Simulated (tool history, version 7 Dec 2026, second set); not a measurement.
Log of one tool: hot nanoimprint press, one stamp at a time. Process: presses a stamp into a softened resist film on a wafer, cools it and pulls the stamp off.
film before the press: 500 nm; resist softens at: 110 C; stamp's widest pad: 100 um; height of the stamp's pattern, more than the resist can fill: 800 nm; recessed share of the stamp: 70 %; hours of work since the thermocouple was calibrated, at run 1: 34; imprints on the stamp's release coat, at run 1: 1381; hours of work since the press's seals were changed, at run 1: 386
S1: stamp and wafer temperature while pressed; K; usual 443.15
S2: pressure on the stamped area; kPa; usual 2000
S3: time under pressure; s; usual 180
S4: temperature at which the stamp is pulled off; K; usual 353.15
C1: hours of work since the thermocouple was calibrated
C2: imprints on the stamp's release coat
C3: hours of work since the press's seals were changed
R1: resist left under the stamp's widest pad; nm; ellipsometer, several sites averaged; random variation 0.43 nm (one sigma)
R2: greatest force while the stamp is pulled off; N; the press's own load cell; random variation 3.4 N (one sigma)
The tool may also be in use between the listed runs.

Run 1, hour 0.0: usual settings; C1 34; C2 1381; C3 386. Result: R1 285.0 nm, R2 162 N.
Run 2, hour 47.2: usual settings; C1 60; C2 1472; C3 413. Result: R1 284.6 nm, R2 162 N.
Run 3, hour 105.1: usual settings; C1 93; C2 1584; C3 445. Result: R1 285.9 nm, R2 161 N.
Run 4, hour 159.9: usual settings; C1 124; C2 1690; C3 476. Result: R1 285.3 nm, R2 163 N.
Run 5, hour 223.7: usual settings; C1 159; C2 1813; C3 512. Result: R1 285.1 nm, R2 168 N.
Run 6, hour 270.4: usual settings; C1 186; C2 1903; C3 538. Result: R1 284.9 nm, R2 163 N.
At hour 318.8: stamp cleaned and given a new release coat.
Run 7, hour 331.7: usual settings; C1 217; C2 25; C3 570. Result: R1 286.6 nm, R2 162 N.
Run 8, hour 405.9: usual settings but S2 1700 kPa; C1 259; C2 168; C3 611. Result: R1 307.1 nm, R2 165 N.
Run 9, hour 470.7: usual settings but S2 1700 kPa; C1 295; C2 293; C3 648. Result: R1 308.3 nm, R2 169 N.
Run 10, hour 515.5: usual settings but S2 1700 kPa; C1 320; C2 379; C3 673. Result: R1 307.4 nm, R2 160 N.
Run 11, hour 591.7: usual settings but S2 1700 kPa; C1 363; C2 526; C3 716. Result: R1 307.8 nm, R2 170 N.
Run 12, hour 674.3: usual settings but S2 1700 kPa; C1 410; C2 686; C3 762. Result: R1 309.1 nm, R2 165 N.
Run 13, hour 740.7: usual settings but S2 1400 kPa, S4 339.15 K; C1 447; C2 814; C3 800. Result: R1 335.0 nm, R2 224 N.
Run 14, hour 788.8: usual settings but S2 3160 kPa, S4 342.15 K; C1 474; C2 907; C3 827. Result: R1 231.9 nm, R2 212 N.
At hour 819.8: plate thermocouple calibrated.
Run 15, hour 853.8: usual settings but S2 3160 kPa, S4 342.15 K; C1 19; C2 1026; C3 862. Result: R1 232.4 nm, R2 215 N.
Run 16, hour 892.3: usual settings but S1 442.15 K; C1 41; C2 1101; C3 883. Result: R1 297.7 nm, R2 168 N.
Run 17, hour 960.8: usual settings but S1 435.15 K, S4 341.15 K; C1 79; C2 1233; C3 922. Result: R1 366.1 nm, R2 207 N.
Run 18, hour 1018.6: usual settings but S1 435.15 K, S4 341.15 K; C1 112; C2 1344; C3 954. Result: R1 366.8 nm, R2 213 N.
Run 19, hour 1072.8: usual settings but S1 435.15 K, S2 1260 kPa, S4 341.15 K; C1 142; C2 1449; C3 985. Result: R1 416.8 nm, R2 215 N.
Run 20, hour 1125.8: usual settings but S1 435.15 K, S2 1260 kPa, S4 341.15 K; C1 172; C2 1551; C3 1015. Result: R1 418.4 nm, R2 223 N.
Run 21, hour 1177.9: usual settings but S1 439.15 K, S2 2160 kPa, S3 94 s, S4 342.15 K; C1 202; C2 1652; C3 1044. Result: R1 374.6 nm, R2 217 N.
Run 22, hour 1225.0: usual settings but S1 454.15 K, S2 2160 kPa, S3 94 s, S4 342.15 K; C1 228; C2 1743; C3 1071. Result: R1 243.9 nm, R2 222 N.
Run 23, hour 1311.9: usual settings but S1 454.15 K, S2 2160 kPa, S3 94 s, S4 346.15 K; C1 277; C2 1910; C3 1119. Result: R1 245.5 nm, R2 200 N.
At hour 1354.5: stamp cleaned and given a new release coat.
Run 24, hour 1360.2: usual settings but S2 3160 kPa, S4 352.15 K; C1 301; C2 11; C3 1143. Result: R1 234.4 nm, R2 171 N.

Forecast each of these 4 alternatives for the next run:
Run A, hour 1427.7: usual settings but S3 289 s; C1 339; C2 141; C3 1181. Result: R1 ?, R2 ?.
Run B, hour 1427.7: usual settings but S2 1860 kPa, S4 338.15 K; C1 339; C2 141; C3 1181. Result: R1 ?, R2 ?.
Run C, hour 1427.7: usual settings but S1 439.15 K, S2 1210 kPa; C1 339; C2 141; C3 1181. Result: R1 ?, R2 ?.
Run D, hour 1427.7: usual settings but S1 449.15 K, S2 2710 kPa, S3 187 s; C1 339; C2 141; C3 1181. Result: R1 ?, R2 ?.

run     R1   R2
  A  249.8  168
  B  299.8  230
  C  390.8  165
  D  201.1  171
Without the tool's hidden state the same runs would have given:
run     R1   R2
  A  244.4  168
  B  293.4  230
  C  382.5  165
  D  196.8  171
